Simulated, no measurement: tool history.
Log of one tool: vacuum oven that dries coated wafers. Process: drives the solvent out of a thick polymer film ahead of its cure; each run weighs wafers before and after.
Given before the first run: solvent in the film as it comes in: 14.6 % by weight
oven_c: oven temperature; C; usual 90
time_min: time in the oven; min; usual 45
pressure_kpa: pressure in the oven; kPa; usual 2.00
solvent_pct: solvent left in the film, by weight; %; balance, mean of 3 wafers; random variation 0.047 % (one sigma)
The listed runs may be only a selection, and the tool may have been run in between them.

run 1 hour=0.0 | oven_c=90 time_min=45 pressure_kpa=2.00 | solvent_pct=4.28
run 2 hour=81.7 | oven_c=80 time_min=45 pressure_kpa=2.00 | solvent_pct=6.48
run 3 hour=133.7 | oven_c=80 time_min=45 pressure_kpa=2.00 | solvent_pct=6.49
run 4 hour=184.6 | oven_c=80 time_min=45 pressure_kpa=2.00 | solvent_pct=6.41
run 5 hour=244.8 | oven_c=80 time_min=45 pressure_kpa=2.00 | solvent_pct=6.40
run 6 hour=312.7 | oven_c=93 time_min=45 pressure_kpa=2.00 | solvent_pct=3.63
run 7 hour=404.1 | oven_c=90 time_min=68 pressure_kpa=2.00 | solvent_pct=2.88
run 8 hour=446.6 | oven_c=90 time_min=68 pressure_kpa=2.00 | solvent_pct=2.88
run 9 hour=495.0 | oven_c=97 time_min=68 pressure_kpa=2.00 | solvent_pct=1.85
run 10 hour=571.9 | oven_c=97 time_min=68 pressure_kpa=2.00 | solvent_pct=1.87
run 11 hour=636.5 | oven_c=90 time_min=45 pressure_kpa=2.00 | solvent_pct=4.18
run 12 hour=688.6 | oven_c=90 time_min=65 pressure_kpa=2.00 | solvent_pct=2.95
run 13 hour=772.4 | oven_c=90 time_min=65 pressure_kpa=2.00 | solvent_pct=2.96
run 14 hour=830.8 | oven_c=90 time_min=65 pressure_kpa=2.00 | solvent_pct=2.92
run 15 hour=913.3 | oven_c=90 time_min=33 pressure_kpa=1.22 | solvent_pct=4.86
run 16 hour=993.3 | oven_c=90 time_min=33 pressure_kpa=1.22 | solvent_pct=4.92
run 17 hour=1071.9 | oven_c=77 time_min=61 pressure_kpa=1.17 | solvent_pct=5.26
run 18 hour=1130.6 | oven_c=77 time_min=61 pressure_kpa=1.17 | solvent_pct=5.26
run 19 hour=1168.7 | oven_c=103 time_min=45 pressure_kpa=2.45 | solvent_pct=2.06
run 20 hour=1209.7 | oven_c=91 time_min=26 pressure_kpa=5.05 | solvent_pct=7.31
run 21 hour=1252.7 | oven_c=81 time_min=34 pressure_kpa=2.00 | solvent_pct=6.99
run 22 hour=1336.7 | oven_c=90 time_min=45 pressure_kpa=4.32 | solvent_pct=5.37
run 23 hour=1392.2 | oven_c=76 time_min=25 pressure_kpa=2.24 | solvent_pct=9.17

Run 24 comes next. What will it give?
-- hour=1430.0 vacuum gauge cleaned of residue and calibrated
run 24 hour=1441.6 | oven_c=76 time_min=25 pressure_kpa=2.24 | solvent_pct=?

solvent_pct: 8.92 %
On a tool with no hidden condition, and with the same random variation, this run would have come out at solvent_pct 9.23 %.
